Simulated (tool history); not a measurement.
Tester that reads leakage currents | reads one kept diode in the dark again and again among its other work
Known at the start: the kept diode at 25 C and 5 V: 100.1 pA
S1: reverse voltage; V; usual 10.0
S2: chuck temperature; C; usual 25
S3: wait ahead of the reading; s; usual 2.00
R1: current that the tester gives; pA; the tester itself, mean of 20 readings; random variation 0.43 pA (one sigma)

{"run": 1, "day": 0.0, "S1": 10.0, "S2": 25, "S3": 2.0, "R1": 147.71}
{"run": 2, "day": 5.017, "S1": 10.0, "S2": 25, "S3": 2.48, "R1": 149.61}
{"run": 3, "day": 9.025, "S1": 10.0, "S2": 25, "S3": 2.48, "R1": 149.38}
{"run": 4, "day": 12.696, "S1": 10.0, "S2": 25, "S3": 2.48, "R1": 150.61}
{"run": 5, "day": 16.488, "S1": 10.0, "S2": 25, "S3": 2.48, "R1": 151.18}
{"run": 6, "day": 20.888, "S1": 10.0, "S2": 25, "S3": 2.48, "R1": 152.58}
{"run": 7, "day": 24.912, "S1": 10.0, "S2": 25, "S3": 2.48, "R1": 154.47}
{"run": 8, "day": 28.3, "S1": 11.3, "S2": 25, "S3": 6.74, "R1": 164.68}
{"day": 28.808, "done": "chuck's temperature calibrated"}
{"run": 9, "day": 32.692, "S1": 8.4, "S2": 28, "S3": 1.38, "R1": 177.0}

Forecast run 10:
{"run": 10, "day": 37.775, "S1": 8.4, "S2": 28, "S3": 1.38, "R1": "?"}

Run 10 gave R1 177.88 pA.
Without the tool's hidden state the same run would have given R1 161.71 pA.

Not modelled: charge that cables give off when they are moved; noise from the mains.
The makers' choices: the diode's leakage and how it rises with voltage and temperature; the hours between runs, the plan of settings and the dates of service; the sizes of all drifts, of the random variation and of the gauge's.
